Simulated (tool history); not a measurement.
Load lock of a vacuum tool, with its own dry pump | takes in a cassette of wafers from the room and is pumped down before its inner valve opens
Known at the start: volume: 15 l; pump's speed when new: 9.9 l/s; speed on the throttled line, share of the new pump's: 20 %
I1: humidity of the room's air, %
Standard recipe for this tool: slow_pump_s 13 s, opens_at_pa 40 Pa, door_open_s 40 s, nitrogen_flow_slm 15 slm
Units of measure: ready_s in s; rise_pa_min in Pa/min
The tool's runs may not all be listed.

run 1 day=0 | slow_pump_s=13 opens_at_pa=40 door_open_s=40 nitrogen_flow_slm=15 | I1=46 | ready_s=22.8 rise_pa_min=0.189
run 2 day=6.429 | slow_pump_s=13 opens_at_pa=40 door_open_s=40 nitrogen_flow_slm=15 | I1=44.8 | ready_s=23 rise_pa_min=0.19
run 3 day=9.654 | slow_pump_s=13 opens_at_pa=40 door_open_s=40 nitrogen_flow_slm=15 | I1=50.7 | ready_s=22.8 rise_pa_min=0.193
run 4 day=15.854 | slow_pump_s=13 opens_at_pa=40 door_open_s=40 nitrogen_flow_slm=15 | I1=46.9 | ready_s=22.8 rise_pa_min=0.191
run 5 day=19.4 | slow_pump_s=13 opens_at_pa=40 door_open_s=40 nitrogen_flow_slm=15 | I1=44.7 | ready_s=23.1 rise_pa_min=0.193
run 6 day=24.308 | slow_pump_s=13 opens_at_pa=40 door_open_s=40 nitrogen_flow_slm=15 | I1=45.6 | ready_s=23.1 rise_pa_min=0.199
run 7 day=28.708 | slow_pump_s=13 opens_at_pa=40 door_open_s=40 nitrogen_flow_slm=15 | I1=45 | ready_s=23.4 rise_pa_min=0.191
run 8 day=33.142 | slow_pump_s=13 opens_at_pa=40 door_open_s=40 nitrogen_flow_slm=15 | I1=41.8 | ready_s=23.1 rise_pa_min=0.197
run 9 day=38.312 | slow_pump_s=13 opens_at_pa=40 door_open_s=40 nitrogen_flow_slm=15 | I1=46.5 | ready_s=23 rise_pa_min=0.202
run 10 day=42.246 | slow_pump_s=13 opens_at_pa=40 door_open_s=40 nitrogen_flow_slm=45 | I1=45.9 | ready_s=22.9 rise_pa_min=0.192
run 11 day=46.858 | slow_pump_s=13 opens_at_pa=40 door_open_s=40 nitrogen_flow_slm=45 | I1=45.8 | ready_s=22.9 rise_pa_min=0.193
run 12 day=51.358 | slow_pump_s=13 opens_at_pa=40 door_open_s=40 nitrogen_flow_slm=45 | I1=46.4 | ready_s=23.1 rise_pa_min=0.199
run 13 day=55.05 | slow_pump_s=13 opens_at_pa=40 door_open_s=40 nitrogen_flow_slm=45 | I1=47.8 | ready_s=23 rise_pa_min=0.194
run 14 day=58.1 | slow_pump_s=13 opens_at_pa=40 door_open_s=40 nitrogen_flow_slm=45 | I1=47.8 | ready_s=23.1 rise_pa_min=0.19
run 15 day=61.983 | slow_pump_s=13 opens_at_pa=40 door_open_s=40 nitrogen_flow_slm=45 | I1=44.5 | ready_s=22.9 rise_pa_min=0.198
run 16 day=67.662 | slow_pump_s=13 opens_at_pa=40 door_open_s=40 nitrogen_flow_slm=45 | I1=44.4 | ready_s=23.1 rise_pa_min=0.2

Run 17, settings as shown, results not yet in. Your forecast:
run 17 day=72.204 | slow_pump_s=13 opens_at_pa=40 door_open_s=40 nitrogen_flow_slm=45 | I1=46.1 | ready_s=? rise_pa_min=?

Run 17 produced ready_s 23.5 s, rise_pa_min 0.201 Pa/min.
The same run, on a tool lacking any hidden state, would have yielded ready_s 22.6 s, rise_pa_min 0.022 Pa/min.
